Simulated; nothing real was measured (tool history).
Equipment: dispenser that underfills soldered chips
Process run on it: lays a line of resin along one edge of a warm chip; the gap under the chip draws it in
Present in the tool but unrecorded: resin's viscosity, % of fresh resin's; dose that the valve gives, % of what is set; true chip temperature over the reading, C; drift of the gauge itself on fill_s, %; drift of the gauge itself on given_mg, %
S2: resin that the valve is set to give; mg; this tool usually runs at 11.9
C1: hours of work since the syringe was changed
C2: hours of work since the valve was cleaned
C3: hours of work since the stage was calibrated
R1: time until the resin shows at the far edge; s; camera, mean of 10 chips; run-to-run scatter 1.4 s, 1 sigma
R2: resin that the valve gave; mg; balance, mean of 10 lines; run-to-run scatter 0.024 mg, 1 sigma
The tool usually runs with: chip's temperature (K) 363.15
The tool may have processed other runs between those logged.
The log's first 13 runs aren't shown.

{"hour": 130.1, "done": "new syringe of resin"}
{"run": 14, "hour": 131.0, "chip's temperature (K)": 363.15, "S2": 10.7, "C1": 1, "C2": 110, "C3": 339, "R1": 170.9, "R2": 10.25}
{"hour": 141.6, "done": "new syringe of resin"}
{"run": 15, "hour": 142.3, "chip's temperature (K)": 364.15, "S2": 11.9, "C1": 1, "C2": 118, "C3": 347, "R1": 156.0, "R2": 11.35}
{"hour": 147.9, "done": "dispensing valve cleaned and set on the balance"}
{"hour": 154.2, "done": "new syringe of resin"}
{"run": 16, "hour": 155.1, "chip's temperature (K)": 367.15, "S2": 11.9, "C1": 1, "C2": 5, "C3": 356, "R1": 142.5, "R2": 11.87}
{"hour": 165.4, "done": "new syringe of resin"}
{"run": 17, "hour": 168.1, "chip's temperature (K)": 350.15, "S2": 11.9, "C1": 2, "C2": 15, "C3": 365, "R1": 291.3, "R2": 11.87}
{"hour": 176.8, "done": "new syringe of resin"}
{"run": 18, "hour": 178.7, "chip's temperature (K)": 355.15, "S2": 14.6, "C1": 1, "C2": 22, "C3": 373, "R1": 227.2, "R2": 14.46}
{"hour": 188.1, "done": "new syringe of resin"}
{"run": 19, "hour": 189.7, "chip's temperature (K)": 354.15, "S2": 13.2, "C1": 1, "C2": 30, "C3": 381, "R1": 225.1, "R2": 13.08}
{"hour": 199.3, "done": "new syringe of resin"}
{"run": 20, "hour": 201.5, "chip's temperature (K)": 361.15, "S2": 14.9, "C1": 2, "C2": 39, "C3": 389, "R1": 186.3, "R2": 14.65}
{"run": 21, "hour": 207.3, "chip's temperature (K)": 351.15, "S2": 14.6, "C1": 6, "C2": 43, "C3": 394, "R1": 377.1, "R2": 14.34}
{"hour": 211.0, "done": "new syringe of resin"}
{"run": 22, "hour": 217.1, "chip's temperature (K)": 363.15, "S2": 14.1, "C1": 5, "C2": 50, "C3": 401, "R1": 219.5, "R2": 13.81}
{"hour": 222.2, "done": "new syringe of resin"}
{"run": 23, "hour": 228.5, "chip's temperature (K)": 364.15, "S2": 10.6, "C1": 5, "C2": 58, "C3": 409, "R1": 226.0, "R2": 10.39}
{"hour": 234.1, "done": "new syringe of resin"}
{"run": 24, "hour": 241.6, "chip's temperature (K)": 357.15, "S2": 12.3, "C1": 6, "C2": 68, "C3": 419, "R1": 305.3, "R2": 12.01}
{"hour": 245.4, "done": "new syringe of resin"}
{"run": 25, "hour": 252.7, "chip's temperature (K)": 357.15, "S2": 12.3, "C1": 5, "C2": 76, "C3": 427, "R1": 302.7, "R2": 11.95}
{"hour": 256.9, "done": "new syringe of resin"}
{"run": 26, "hour": 259.6, "chip's temperature (K)": 357.15, "S2": 12.3, "C1": 2, "C2": 81, "C3": 432, "R1": 225.0, "R2": 11.94}
{"hour": 268.4, "done": "new syringe of resin"}
{"run": 27, "hour": 269.0, "chip's temperature (K)": 363.15, "S2": 13.8, "C1": 0, "C2": 88, "C3": 438, "R1": 160.1, "R2": 13.37}
{"run": 28, "hour": 276.3, "chip's temperature (K)": 367.15, "S2": 13.8, "C1": 6, "C2": 93, "C3": 444, "R1": 217.5, "R2": 13.38}
{"hour": 279.7, "done": "new syringe of resin"}
{"run": 29, "hour": 288.8, "chip's temperature (K)": 358.15, "S2": 12.5, "C1": 7, "C2": 102, "C3": 453, "R1": 329.1, "R2": 12.04}
{"hour": 291.3, "done": "new syringe of resin"}
{"run": 30, "hour": 299.6, "chip's temperature (K)": 357.15, "S2": 10.2, "C1": 6, "C2": 110, "C3": 461, "R1": 336.2, "R2": 9.78}
{"hour": 303.1, "done": "new syringe of resin"}
{"run": 31, "hour": 306.6, "chip's temperature (K)": 357.15, "S2": 10.2, "C1": 3, "C2": 115, "C3": 466, "R1": 259.6, "R2": 9.8}
{"run": 32, "hour": 313.1, "chip's temperature (K)": 373.15, "S2": 10.2, "C1": 7, "C2": 120, "C3": 471, "R1": 219.8, "R2": 9.76}
{"hour": 314.4, "done": "new syringe of resin"}
{"hour": 316.3, "done": "dispensing valve cleaned and set on the balance"}
{"hour": 326.5, "done": "new syringe of resin"}
{"run": 33, "hour": 328.5, "chip's temperature (K)": 348.15, "S2": 13.4, "C1": 1, "C2": 9, "C3": 481, "R1": 308.8, "R2": 13.41}
{"run": 34, "hour": 334.7, "chip's temperature (K)": 352.15, "S2": 10.9, "C1": 6, "C2": 13, "C3": 485, "R1": 401.0, "R2": 10.85}

Branching from run 34: 3 alternative next runs. What would each branch give?
{"hour": 337.7, "done": "new syringe of resin"}
{"run": "A", "hour": 347.2, "chip's temperature (K)": 368.15, "S2": 13.6, "C1": 7, "C2": 23, "C3": 495, "R1": "?", "R2": "?"}
{"hour": 337.7, "done": "new syringe of resin"}
{"run": "B", "hour": 347.2, "chip's temperature (K)": 371.15, "S2": 13.8, "C1": 7, "C2": 23, "C3": 495, "R1": "?", "R2": "?"}
{"hour": 337.7, "done": "new syringe of resin"}
{"run": "C", "hour": 347.2, "chip's temperature (K)": 355.15, "S2": 10.6, "C1": 7, "C2": 23, "C3": 495, "R1": "?", "R2": "?"}

run=A R1=239.1 R2=13.48
run=B R1=212.7 R2=13.73
run=C R1=400.8 R2=10.55
With no hidden state in the tool, these same runs would have given:
run=A R1=119.4 R2=13.58
run=B R1=106.3 R2=13.83
run=C R1=198.4 R2=10.62
